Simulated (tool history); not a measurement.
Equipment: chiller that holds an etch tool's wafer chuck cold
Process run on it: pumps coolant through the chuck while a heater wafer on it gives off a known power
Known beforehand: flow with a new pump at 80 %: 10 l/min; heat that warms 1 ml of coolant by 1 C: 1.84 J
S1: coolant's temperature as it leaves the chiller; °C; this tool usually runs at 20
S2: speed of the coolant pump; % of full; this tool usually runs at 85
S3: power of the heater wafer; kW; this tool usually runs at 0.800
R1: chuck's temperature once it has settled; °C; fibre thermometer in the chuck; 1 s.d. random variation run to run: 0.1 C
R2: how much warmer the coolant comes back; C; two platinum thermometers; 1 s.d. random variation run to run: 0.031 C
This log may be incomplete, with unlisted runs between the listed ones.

Run 1, hour 0.0: usual settings. Result: R1 26.8 °C, R2 2.43 C.
Run 2, hour 37.8: usual settings. Result: R1 26.6 °C, R2 2.46 C.
Run 3, hour 90.5: usual settings. Result: R1 26.7 °C, R2 2.46 C.
Run 4, hour 119.9: usual settings but S2 68 % of full. Result: R1 27.9 °C, R2 3.18 C.
Run 5, hour 191.3: usual settings but S2 68 % of full, S3 0.789 kW. Result: R1 27.9 °C, R2 3.18 C.
Run 6, hour 259.7: usual settings but S2 68 % of full, S3 0.789 kW. Result: R1 27.9 °C, R2 3.23 C.
Run 7, hour 297.3: usual settings but S2 68 % of full, S3 0.789 kW. Result: R1 27.9 °C, R2 3.19 C.
Run 8, hour 356.4: usual settings but S2 68 % of full, S3 0.789 kW. Result: R1 27.8 °C, R2 3.22 C.
Run 9, hour 410.7: usual settings but S2 68 % of full, S3 0.789 kW. Result: R1 27.8 °C, R2 3.30 C.
Run 10, hour 474.7: usual settings but S2 68 % of full, S3 0.789 kW. Result: R1 27.7 °C, R2 3.28 C.
Run 11, hour 505.2: usual settings but S1 27 °C, S2 68 % of full, S3 0.789 kW. Result: R1 34.8 °C, R2 3.22 C.
Run 12, hour 566.7: usual settings. Result: R1 26.5 °C, R2 2.62 C.
Run 13, hour 608.0: usual settings. Result: R1 26.8 °C, R2 2.62 C.
Run 14, hour 680.6: usual settings but S1 12 °C. Result: R1 18.5 °C, R2 2.71 C.
Run 15, hour 739.7: usual settings but S1 12 °C. Result: R1 18.8 °C, R2 2.64 C.
Run 16, hour 792.2: usual settings but S3 1.000 kW. Result: R1 28.2 °C, R2 3.28 C.
Run 17, hour 865.3: usual settings but S1 24 °C, S2 63 % of full, S3 0.612 kW. Result: R1 30.4 °C, R2 2.93 C.
Run 18, hour 900.9: usual settings but S1 15 °C, S2 83 % of full. Result: R1 21.7 °C, R2 2.86 C.
Run 19, hour 935.5: usual settings but S1 28 °C, S2 69 % of full, S3 0.429 kW. Result: R1 32.2 °C, R2 1.90 C.
Run 20, hour 995.3: usual settings but S1 28 °C, S2 69 % of full, S3 0.429 kW. Result: R1 32.4 °C, R2 1.97 C.
At hour 1026.7: gauge calibrated.
Run 21, hour 1037.4: usual settings but S1 29 °C, S2 88 % of full, S3 0.796 kW. Result: R1 35.3 °C, R2 2.36 C.
At hour 1082.1: chiller's thermometer calibrated.
Run 22, hour 1094.0: usual settings but S1 29 °C, S3 0.914 kW. Result: R1 36.8 °C, R2 2.76 C.
Run 23, hour 1151.4: usual settings but S1 12 °C, S2 63 % of full, S3 0.647 kW. Result: R1 19.0 °C, R2 2.82 C.
Run 24, hour 1218.3: usual settings but S1 23 °C, S2 63 % of full, S3 0.649 kW. Result: R1 29.9 °C, R2 2.86 C.
Run 25, hour 1255.9: usual settings but S1 23 °C, S2 63 % of full, S3 0.649 kW. Result: R1 30.0 °C, R2 2.84 C.
Run 26, hour 1292.1: usual settings but S1 17 °C, S2 97 % of full, S3 0.561 kW. Result: R1 21.0 °C, R2 1.56 C.
Run 27, hour 1363.2: usual settings but S1 17 °C, S2 97 % of full, S3 0.561 kW. Result: R1 21.2 °C, R2 1.56 C.
Run 28, hour 1410.4: usual settings but S1 23 °C, S3 1.048 kW. Result: R1 31.6 °C, R2 3.26 C.
Run 29, hour 1445.1: usual settings but S1 13 °C, S3 0.846 kW. Result: R1 20.1 °C, R2 2.73 C.
Run 30, hour 1510.3: usual settings but S1 13 °C, S3 0.846 kW. Result: R1 19.9 °C, R2 2.71 C.
Run 31, hour 1567.0: usual settings but S1 19 °C, S3 0.917 kW. Result: R1 26.5 °C, R2 2.96 C.

Measured minus without-hidden-state, run by run (identical run-to-run variation in each term; gauge scatter may differ):
The hidden state here: heat passed by the chuck's channels, % of clean ones'; flow at a given pump speed, % of a new pump's; coolant's true temperature over the reading, C; drift of the gauge itself on chuck_c, C; drift of the gauge itself on warmer_back_c, C.
run     R2
  1  +0.00
  2  +0.02
  3  +0.03
  4  +0.05
  5  +0.06
  6  +0.08
  7  +0.10
  8  +0.12
  9  +0.14
 10  +0.16
 11  +0.16
 12  +0.18
 13  +0.20
 14  +0.22
 15  +0.24
 16  +0.26
 17  +0.28
 18  +0.30
 19  +0.30
 20  +0.32
 21  +0.01
 22  +0.02
 23  +0.05
 24  +0.07
 25  +0.08
 26  +0.08
 27  +0.11
 28  +0.13
 29  +0.14
 30  +0.16
 31  +0.18
R1: at most 0.1 °C away from the measurement, every run.
